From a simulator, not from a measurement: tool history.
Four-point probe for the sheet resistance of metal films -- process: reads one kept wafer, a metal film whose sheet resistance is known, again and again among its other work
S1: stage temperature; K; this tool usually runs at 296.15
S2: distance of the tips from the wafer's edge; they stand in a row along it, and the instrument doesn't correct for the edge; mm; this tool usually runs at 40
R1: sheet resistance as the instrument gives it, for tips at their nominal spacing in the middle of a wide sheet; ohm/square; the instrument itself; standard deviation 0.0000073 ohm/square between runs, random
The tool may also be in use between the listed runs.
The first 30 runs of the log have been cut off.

run    hour      S1  S2        R1
 31  1375.1  306.15   3  0.036769
 32  1415.7  292.15  25  0.036465
 33  1477.4  305.15   8  0.036340
 34  1532.5  297.15  12  0.036427
 35  1586.3  305.15  27  0.036268
 36  1626.7  294.15  25  0.036445
 37  1653.6  294.15   4  0.036749
 38  1711.3  294.15   4  0.036750
 39  1745.4  294.15   4  0.036736
 40  1803.0  307.15  12  0.036250
 41  1834.5  307.15  21  0.036226
 42  1885.5  308.15  21  0.036207
 43  1911.4  300.15  39  0.036324
 44  1942.0  298.15  40  0.036352

Branching from run 44: 3 alternative next runs. What would each branch give?
  A  1969.3  296.15   9   ?
  B  1969.3  298.15  36   ?
  C  1969.3  294.15   4   ?

run        R1
  A  0.036440
  B  0.036353
  C  0.036724
The same runs, with their run-to-run variation unchanged, on a tool lacking any hidden condition would have given:
run        R1
  A  0.036556
  B  0.036468
  C  0.036841

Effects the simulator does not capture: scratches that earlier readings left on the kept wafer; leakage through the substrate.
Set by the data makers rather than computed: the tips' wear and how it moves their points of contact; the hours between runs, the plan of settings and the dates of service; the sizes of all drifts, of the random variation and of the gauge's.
